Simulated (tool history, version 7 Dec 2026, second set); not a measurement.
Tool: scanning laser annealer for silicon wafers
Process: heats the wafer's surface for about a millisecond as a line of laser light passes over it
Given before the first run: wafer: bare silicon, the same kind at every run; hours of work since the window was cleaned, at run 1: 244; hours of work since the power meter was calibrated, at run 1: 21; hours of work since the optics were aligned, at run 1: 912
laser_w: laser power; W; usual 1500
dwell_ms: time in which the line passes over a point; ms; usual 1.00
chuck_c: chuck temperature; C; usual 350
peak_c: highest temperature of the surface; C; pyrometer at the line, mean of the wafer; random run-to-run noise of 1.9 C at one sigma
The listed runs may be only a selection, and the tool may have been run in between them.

| run | hour | laser_w | dwell_ms | chuck_c | hours of work since the window was cleaned | hours of work since the power meter was calibrated | hours of work since the optics were aligned | peak_c |
|---|---|---|---|---|---|---|---|---|
| 1 | 0.0 | 1500 | 1.00 | 350 | 244 | 21 | 912 | 1110 |
| 2 | 19.8 | 1500 | 1.00 | 350 | 257 | 35 | 926 | 1110 |
| 3 | 48.3 | 1500 | 1.00 | 350 | 277 | 55 | 946 | 1107 |
| 4 | 71.2 | 1500 | 1.00 | 350 | 293 | 70 | 961 | 1109 |
| 5 | 95.3 | 1500 | 1.00 | 350 | 309 | 87 | 978 | 1106 |
| 6 | 122.6 | 1500 | 1.00 | 318 | 328 | 106 | 997 | 1074 |
| 7 | 143.0 | 1500 | 1.00 | 318 | 342 | 120 | 1011 | 1074 |
| 8 | 157.9 | 1500 | 1.00 | 318 | 353 | 130 | 1021 | 1070 |
| 9 | 177.7 | 1500 | 1.00 | 318 | 366 | 144 | 1035 | 1073 |
| 10 | 212.3 | 1500 | 1.00 | 318 | 390 | 168 | 1059 | 1072 |
| 11 | 227.1 | 1524 | 1.00 | 350 | 400 | 178 | 1069 | 1115 |
| 12 | 249.8 | 1524 | 1.00 | 350 | 416 | 193 | 1084 | 1111 |
| 13 | 278.0 | 1492 | 1.00 | 350 | 435 | 213 | 1104 | 1096 |
| 14 | 300.6 | 1492 | 1.00 | 350 | 451 | 228 | 1119 | 1095 |
| 15 | 315.2 | 1500 | 1.00 | 350 | 461 | 239 | 1130 | 1104 |
| 16 | 335.4 | 1500 | 1.00 | 350 | 475 | 252 | 1143 | 1100 |
| 17 | 354.6 | 1500 | 1.00 | 350 | 488 | 266 | 1157 | 1099 |
| 18 | 387.6 | 1380 | 1.05 | 372 | 511 | 288 | 1179 | 1073 |
| 19 | 401.5 | 1356 | 0.97 | 347 | 520 | 298 | 1189 | 1006 |
| 20 | 422.0 | 1356 | 1.22 | 365 | 534 | 312 | 1203 | 1118 |
| 21 | 450.0 | 1500 | 0.93 | 356 | 554 | 331 | 1222 | 1075 |
| 22 | 479.0 | 1500 | 0.93 | 356 | 574 | 351 | 1242 | 1073 |
| 23 | 509.4 | 1571 | 1.00 | 350 | 595 | 372 | 1263 | 1130 |
| 24 | 537.6 | 1306 | 0.83 | 341 | 614 | 392 | 1283 | 918 |
| 25 | 560.4 | 1306 | 0.83 | 341 | 630 | 408 | 1299 | 917 |
| 26 | 574.5 | 1500 | 0.78 | 386 | 640 | 417 | 1308 | 1032 |
| 27 | 593.5 | 1472 | 0.78 | 386 | 653 | 430 | 1321 | 1018 |
| 28 | 619.0 | 1500 | 1.02 | 360 | 670 | 448 | 1339 | 1109 |
| 29 | 633.1 | 1500 | 1.02 | 360 | 680 | 458 | 1349 | 1111 |
| 30 | 664.5 | 1498 | 1.10 | 372 | 702 | 479 | 1370 | 1154 |

Run 31 has not been measured yet. What should we expect?
| 31 | 685.6 | 1347 | 1.11 | 327 | 716 | 494 | 1385 | ? |

peak_c: 1026 C
With no hidden state in the tool, this same run would have given peak_c 1057 C.
